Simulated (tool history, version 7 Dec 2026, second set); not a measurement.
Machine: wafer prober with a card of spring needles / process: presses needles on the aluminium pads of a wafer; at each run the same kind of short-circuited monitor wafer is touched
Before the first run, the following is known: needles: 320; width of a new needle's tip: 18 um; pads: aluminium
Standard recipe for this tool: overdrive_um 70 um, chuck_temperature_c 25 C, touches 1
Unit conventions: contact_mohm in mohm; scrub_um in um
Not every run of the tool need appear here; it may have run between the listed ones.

run,hour,overdrive_um,chuck_temperature_c,touches,contact_mohm,scrub_um
1,0,70,25,1,263,11.85
# hour 2.9: tips cleaned on abrasive film
# hour 6.8: tips cleaned on abrasive film
# hour 10.8: tips cleaned on abrasive film
2,11.1,70,25,1,230,11.65
# hour 14.9: tips cleaned on abrasive film
# hour 18.3: tips cleaned on abrasive film
3,20.4,70,25,1,328,11.85
# hour 22: tips cleaned on abrasive film
# hour 25.6: tips cleaned on abrasive film
4,26.1,70,25,1,245,11.65
# hour 27: height of the first contact set anew
# hour 29.8: tips cleaned on abrasive film
# hour 33.2: tips cleaned on abrasive film
5,35,53,25,1,467,7.24
# hour 37.2: tips cleaned on abrasive film
6,39.9,53,25,1,596,7.27
# hour 40.7: tips cleaned on abrasive film
# hour 44.3: tips cleaned on abrasive film
# hour 47.8: tips cleaned on abrasive film
7,49.7,53,25,2,400,7.16
# hour 51.7: tips cleaned on abrasive film
# hour 55.1: tips cleaned on abrasive film
8,56.5,52,49,2,379,7.08
# hour 58.6: tips cleaned on abrasive film
9,61.5,50,40,3,425,6.38
# hour 62.4: tips cleaned on abrasive film
# hour 66.4: tips cleaned on abrasive film
# hour 70.1: tips cleaned on abrasive film
10,71.5,50,40,3,351,6.35
# hour 73.4: tips cleaned on abrasive film
# hour 75.9: height of the first contact set anew, once more
# hour 77.2: tips cleaned on abrasive film
11,79,50,40,1,367,9.57

Alternative continuations, all from the tool just after run 11; predict every row:
# hour 81.2: tips cleaned on abrasive film
A,84,69,35,2,?,?
# hour 81.2: tips cleaned on abrasive film
B,84,88,48,1,?,?
# hour 81.2: tips cleaned on abrasive film
C,84,69,25,1,?,?

run,contact_mohm,scrub_um
A,279,13.27
B,277,17.1
C,331,13.48
Stripped of hidden state, with their random variation kept, the same runs would have yielded:
run,contact_mohm,scrub_um
A,202,13.33
B,197,17.15
C,201,13.54
